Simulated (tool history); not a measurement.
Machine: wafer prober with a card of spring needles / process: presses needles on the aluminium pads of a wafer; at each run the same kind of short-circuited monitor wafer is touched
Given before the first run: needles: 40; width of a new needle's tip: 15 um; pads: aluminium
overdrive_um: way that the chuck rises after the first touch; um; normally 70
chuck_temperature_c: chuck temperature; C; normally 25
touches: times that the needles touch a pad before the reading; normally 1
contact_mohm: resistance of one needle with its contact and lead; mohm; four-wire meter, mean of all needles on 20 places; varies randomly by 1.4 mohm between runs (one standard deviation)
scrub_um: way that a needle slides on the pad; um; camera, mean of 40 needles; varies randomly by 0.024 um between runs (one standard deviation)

run,hour,overdrive_um,chuck_temperature_c,touches,contact_mohm,scrub_um
1,0,70,25,1,118,9.58
2,17.6,70,25,1,118,9.53
3,31.3,70,25,1,119,9.56
4,50.1,66,25,1,118,9.04
5,69.8,66,25,1,120,9.05
6,93.3,66,25,1,117,9.04
7,121.4,70,25,1,118,9.54
8,153,70,25,1,117,9.61
9,176.5,72,25,1,120,9.86
10,192.7,72,25,1,115,9.87
11,223.6,72,25,2,117,9.85
12,248.9,72,25,2,114,9.82
13,273.9,70,25,1,116,9.55
14,298.9,70,25,1,116,9.58
15,330.2,72,28,1,118,9.84
16,358.7,72,40,1,120,9.85
17,389.7,72,40,1,120,9.81
18,411.7,72,40,1,118,9.83
19,435.2,90,59,2,118,12.3
20,457,56,59,2,128,7.65
21,480.2,87,30,3,113,11.85
22,493.5,82,110,2,127,11.21
23,510.7,82,110,2,129,11.15
24,540.8,70,109,1,131,9.55
25,572.4,54,105,1,137,7.38
26,590.8,70,95,1,128,9.59
27,612.7,70,26,2,120,9.55
28,634.9,70,26,2,118,9.53

Not shown here: 94 entries made in the log between runs. Locate each between two listed runs and compare the hidden state at the listed run before it with the hidden state at the listed run after it:
Logged between run 1 and run 2: tips cleaned on abrasive film (hour 6.1); tips cleaned on abrasive film (hour 13.5)
  debris on the tips, nm: 0 -> 0.2
Logged between run 2 and run 3: tips cleaned on abrasive film (hour 20.7); tips cleaned on abrasive film (hour 26.8)
  nothing in the hidden state changes from one run to the other
Logged between run 3 and run 4: tips cleaned on abrasive film (hour 34.4); tips cleaned on abrasive film (hour 41.8); tips cleaned on abrasive film (hour 49.3)
  debris on the tips, nm: 0.2 -> 0.1
Logged between run 4 and run 5: tips cleaned on abrasive film (hour 55.9); tips cleaned on abrasive film (hour 62.1); tips cleaned on abrasive film (hour 68.2)
  nothing in the hidden state changes from one run to the other
Logged between run 5 and run 6: tips cleaned on abrasive film (hour 74.4); tips cleaned on abrasive film (hour 81.9); tips cleaned on abrasive film (hour 88)
  debris on the tips, nm: 0.1 -> 0.2; way that the needles fall short of the set height, um: 0 -> 0.01
Logged between run 6 and run 7: tips cleaned on abrasive film (hour 94.9); tips cleaned on abrasive film (hour 101); tips cleaned on abrasive film (hour 107.1); tips cleaned on abrasive film (hour 114.6); tips cleaned on abrasive film (hour 120.7)
  debris on the tips, nm: 0.2 -> 0
Logged between run 7 and run 8: tips cleaned on abrasive film (hour 127.5); tips cleaned on abrasive film (hour 133.6); tips cleaned on abrasive film (hour 141.2); tips cleaned on abrasive film (hour 148.8)
  debris on the tips, nm: 0 -> 0.2
Logged between run 8 and run 9: tips cleaned on abrasive film (hour 156); tips cleaned on abrasive film (hour 163.6); height of the first contact set anew (hour 168.2); tips cleaned on abrasive film (hour 171.2)
  way that the needles fall short of the set height, um: 0.01 -> 0
Logged between run 9 and run 10: tips cleaned on abrasive film (hour 178.1); tips cleaned on abrasive film (hour 185.5); tips cleaned on abrasive film (hour 192.7)
  debris on the tips, nm: 0.2 -> 0
Logged between run 10 and run 11: tips cleaned on abrasive film (hour 200.2); tips cleaned on abrasive film (hour 206.4); tips cleaned on abrasive film (hour 213.8); tips cleaned on abrasive film (hour 219.9)
  debris on the tips, nm: 0 -> 0.2
Logged between run 11 and run 12: tips cleaned on abrasive film (hour 226.7); tips cleaned on abrasive film (hour 234.2); tips cleaned on abrasive film (hour 240.4); tips cleaned on abrasive film (hour 247.8)
  debris on the tips, nm: 0.2 -> 0.1
Logged between run 12 and run 13: tips cleaned on abrasive film (hour 255); tips cleaned on abrasive film (hour 261.1); tips cleaned on abrasive film (hour 267.2); tips cleaned on abrasive film (hour 273.9)
  debris on the tips, nm: 0.1 -> 0
Logged between run 13 and run 14: tips cleaned on abrasive film (hour 281.5); tips cleaned on abrasive film (hour 289.1); tips cleaned on abrasive film (hour 295.2)
  debris on the tips, nm: 0 -> 0.2; way that the needles fall short of the set height, um: 0 -> 0.01
Logged between run 14 and run 15: tips cleaned on abrasive film (hour 301.9); tips cleaned on abrasive film (hour 308); tips cleaned on abrasive film (hour 315.5); tips cleaned on abrasive film (hour 321.6); tips cleaned on abrasive film (hour 329.2)
  debris on the tips, nm: 0.2 -> 0.1
Logged between run 15 and run 16: tips cleaned on abrasive film (hour 336.3); tips cleaned on abrasive film (hour 343.9); tips cleaned on abrasive film (hour 350); tips cleaned on abrasive film (hour 356.2)
  nothing in the hidden state changes from one run to the other
Logged between run 16 and run 17: tips cleaned on abrasive film (hour 363.3); tips cleaned on abrasive film (hour 370.8); height of the first contact set anew (hour 371.1); tips cleaned on abrasive film (hour 377.2); tips cleaned on abrasive film (hour 384.9)
  debris on the tips, nm: 0.1 -> 0.2; way that the needles fall short of the set height, um: 0.01 -> 0
Logged between run 17 and run 18: tips cleaned on abrasive film (hour 391.4); tips cleaned on abrasive film (hour 398.9); tips cleaned on abrasive film (hour 405); tips cleaned on abrasive film (hour 411.1)
  debris on the tips, nm: 0.2 -> 0
Logged between run 18 and run 19: tips cleaned on abrasive film (hour 417.6); tips cleaned on abrasive film (hour 425.2); tips cleaned on abrasive film (hour 431.3)
  debris on the tips, nm: 0 -> 0.2
Logged between run 19 and run 20: tips cleaned on abrasive film (hour 438.3); tips cleaned on abrasive film (hour 445.8); tips cleaned on abrasive film (hour 453.2)
  nothing in the hidden state changes from one run to the other
Logged between run 20 and run 21: tips cleaned on abrasive film (hour 460.1); tips cleaned on abrasive film (hour 467.7); tips cleaned on abrasive film (hour 475.1)
  nothing in the hidden state changes from one run to the other
Logged between run 21 and run 22: tips cleaned on abrasive film (hour 481.6); tips cleaned on abrasive film (hour 489.3)
  nothing in the hidden state changes from one run to the other
Logged between run 22 and run 23: tips cleaned on abrasive film (hour 496.6); tips cleaned on abrasive film (hour 504.2); tips cleaned on abrasive film (hour 510.7)
  debris on the tips, nm: 0.2 -> 0; way that the needles fall short of the set height, um: 0 -> 0.01
Logged between run 23 and run 24: tips cleaned on abrasive film (hour 516.8); tips cleaned on abrasive film (hour 523); tips cleaned on abrasive film (hour 529.1); tips cleaned on abrasive film (hour 536.6)
  debris on the tips, nm: 0 -> 0.2
Logged between run 24 and run 25: tips cleaned on abrasive film (hour 543.9); tips cleaned on abrasive film (hour 551.5); tips cleaned on abrasive film (hour 558.8); tips cleaned on abrasive film (hour 566.2); tips cleaned on abrasive film (hour 572.4)
  debris on the tips, nm: 0.2 -> 0; tips' diameter, um: 15.01 -> 15.02
Logged between run 25 and run 26: height of the first contact set anew (hour 574.2); tips cleaned on abrasive film (hour 578.9); tips cleaned on abrasive film (hour 585)
  debris on the tips, nm: 0 -> 0.2; way that the needles fall short of the set height, um: 0.01 -> 0
Logged between run 26 and run 27: tips cleaned on abrasive film (hour 592.4); tips cleaned on abrasive film (hour 599.9); tips cleaned on abrasive film (hour 607.4)
  nothing in the hidden state changes from one run to the other
Logged between run 27 and run 28: tips cleaned on abrasive film (hour 614.3); tips cleaned on abrasive film (hour 621.7); tips cleaned on abrasive film (hour 629.3)
  nothing in the hidden state changes from one run to the other
